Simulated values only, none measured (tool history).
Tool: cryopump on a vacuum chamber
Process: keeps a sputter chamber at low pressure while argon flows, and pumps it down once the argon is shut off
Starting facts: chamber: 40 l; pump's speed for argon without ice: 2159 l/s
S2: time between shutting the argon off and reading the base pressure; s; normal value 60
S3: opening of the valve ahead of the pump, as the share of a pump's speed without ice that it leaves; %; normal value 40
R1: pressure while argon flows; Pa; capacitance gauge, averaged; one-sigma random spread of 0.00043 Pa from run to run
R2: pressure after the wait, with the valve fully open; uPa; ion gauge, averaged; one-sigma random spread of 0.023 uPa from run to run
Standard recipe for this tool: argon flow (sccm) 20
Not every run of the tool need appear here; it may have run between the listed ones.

Run 1, day 0: usual settings. Result: R1 0.0401 Pa, R2 2.06 uPa.
Run 2, day 2.083: usual settings. Result: R1 0.0404 Pa, R2 2.14 uPa.
Run 3, day 4.033: usual settings. Result: R1 0.0408 Pa, R2 2.2 uPa.
Run 4, day 5.558: usual settings. Result: R1 0.0403 Pa, R2 2.24 uPa.
Run 5, day 7.408: usual settings. Result: R1 0.0401 Pa, R2 2.24 uPa.
Run 6, day 9.167: usual settings. Result: R1 0.0415 Pa, R2 2.36 uPa.
Run 7, day 10.542: usual settings but argon flow (sccm) 9. Result: R1 0.0186 Pa, R2 2.33 uPa.
Run 8, day 12.329: usual settings. Result: R1 0.0412 Pa, R2 2.37 uPa.
Run 9, day 14.283: usual settings but S3 20 %. Result: R1 0.0803 Pa, R2 2.37 uPa.
Run 10, day 16.017: usual settings but S3 20 %. Result: R1 0.0811 Pa, R2 2.33 uPa.
Run 11, day 17.15: usual settings but S2 106 s, S3 32 %. Result: R1 0.0512 Pa, R2 2.17 uPa.
Run 12, day 18.546: usual settings but argon flow (sccm) 18, S2 211 s. Result: R1 0.0382 Pa, R2 1.97 uPa.
Run 13, day 19.696: usual settings but argon flow (sccm) 18, S2 198 s, S3 45 %. Result: R1 0.0337 Pa, R2 2.03 uPa.
At day 20.25: pump warmed up, emptied and cooled again.
Run 14, day 21.967: usual settings but argon flow (sccm) 18, S2 67 s, S3 27 %. Result: R1 0.0522 Pa, R2 2.19 uPa.
Run 15, day 22.992: usual settings but argon flow (sccm) 9. Result: R1 0.0181 Pa, R2 2.29 uPa.
Run 16, day 24.008: usual settings but argon flow (sccm) 9, S2 29 s. Result: R1 0.0184 Pa, R2 3.04 uPa.
Run 17, day 25.458: usual settings but argon flow (sccm) 9, S2 161 s, S3 19 %. Result: R1 0.0368 Pa, R2 1.87 uPa.

Expected results for the next run?
Run 18, day 26.638: usual settings but argon flow (sccm) 9, S2 161 s, S3 19 %. Result: R1 ?, R2 ?.

R1: 0.0372 Pa
R2: 1.94 uPa
Had the tool carried no hidden state, the very same run would have given R1 0.0369 Pa, R2 0.38 uPa.

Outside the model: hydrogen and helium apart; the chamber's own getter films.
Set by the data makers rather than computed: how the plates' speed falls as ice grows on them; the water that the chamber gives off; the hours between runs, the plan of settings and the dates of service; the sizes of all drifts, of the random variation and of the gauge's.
